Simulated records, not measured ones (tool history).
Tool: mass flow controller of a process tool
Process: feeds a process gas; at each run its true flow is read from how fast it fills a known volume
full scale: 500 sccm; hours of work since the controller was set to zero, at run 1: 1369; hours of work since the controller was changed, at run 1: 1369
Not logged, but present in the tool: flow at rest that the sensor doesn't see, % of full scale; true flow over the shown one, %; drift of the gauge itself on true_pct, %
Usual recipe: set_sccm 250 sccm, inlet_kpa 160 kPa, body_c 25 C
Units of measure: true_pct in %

run	hour	set_sccm	inlet_kpa	body_c	hours of work since the controller was set to zero	hours of work since the controller was changed	true_pct
1	0.0	250	160	25	1369	1369	99.07
2	520.6	250	160	29	1663	1663	98.70
3	851.3	250	160	29	1849	1849	98.66
4	1337.4	250	160	29	2123	2123	98.44
5	1830.5	250	160	29	2400	2400	98.36
6	2195.6	250	160	29	2606	2606	98.28
7	2619.0	132	160	25	2844	2844	97.92
8	3105.5	250	160	25	3118	3118	98.60
9	3519.5	250	160	23	3352	3352	98.86
10	3932.1	250	160	23	3584	3584	98.67
11	4295.2	250	160	23	3788	3788	98.64
12	4642.4	250	160	23	3984	3984	98.53
13	4927.6	250	160	23	4145	4145	98.52
14	5464.5	250	160	25	4447	4447	98.39
15	5738.1	250	160	25	4601	4601	98.27
16	6014.3	250	160	25	4757	4757	98.20
17	6430.3	250	160	34	4991	4991	97.16
18	6752.1	250	160	25	5172	5172	98.15
19	7156.4	250	160	33	5400	5400	97.25
20	7424.8	385	207	23	5551	5551	98.86
21	7803.8	250	160	36	5764	5764	96.81
22	8279.9	250	214	32	6032	6032	97.14
23	8613.4	155	214	25	6220	6220	97.12
24	9155.9	155	214	25	6526	6526	97.09
25	9646.9	155	214	25	6802	6802	96.79
26	10070.9	251	143	26	7041	7041	97.50
27	10549.2	251	143	26	7310	7310	97.35
28	10969.9	251	143	33	7547	7547	96.55
29	11309.4	251	207	21	7739	7739	97.89
30	11686.6	251	207	21	7951	7951	97.80
31	12142.2	227	167	25	8208	8208	97.02
32	12433.2	328	155	25	8371	8371	97.68
# hour 12743.7: controller's zero set anew
33	12848.8	328	155	25	59	8605	98.72
34	13382.7	137	225	25	360	8906	98.02
35	13892.2	137	225	25	647	9193	98.10

Table of differences, measured result less the result of that run with no hidden state. Run-to-run variation is the same in both. Gauge scatter possibly is not:
run	true_pct
1	-0.29
2	-0.37
3	-0.42
4	-0.49
5	-0.57
6	-0.63
7	-1.11
8	-0.76
9	-0.81
10	-0.88
11	-0.94
12	-0.98
13	-1.02
14	-1.11
15	-1.15
16	-1.20
17	-1.26
18	-1.30
19	-1.37
20	-1.10
21	-1.46
22	-1.53
23	-2.18
24	-2.28
25	-2.38
26	-1.79
27	-1.86
28	-1.93
29	-1.98
30	-2.04
31	-2.24
32	-1.85
33	-0.91
34	-1.05
35	-1.16

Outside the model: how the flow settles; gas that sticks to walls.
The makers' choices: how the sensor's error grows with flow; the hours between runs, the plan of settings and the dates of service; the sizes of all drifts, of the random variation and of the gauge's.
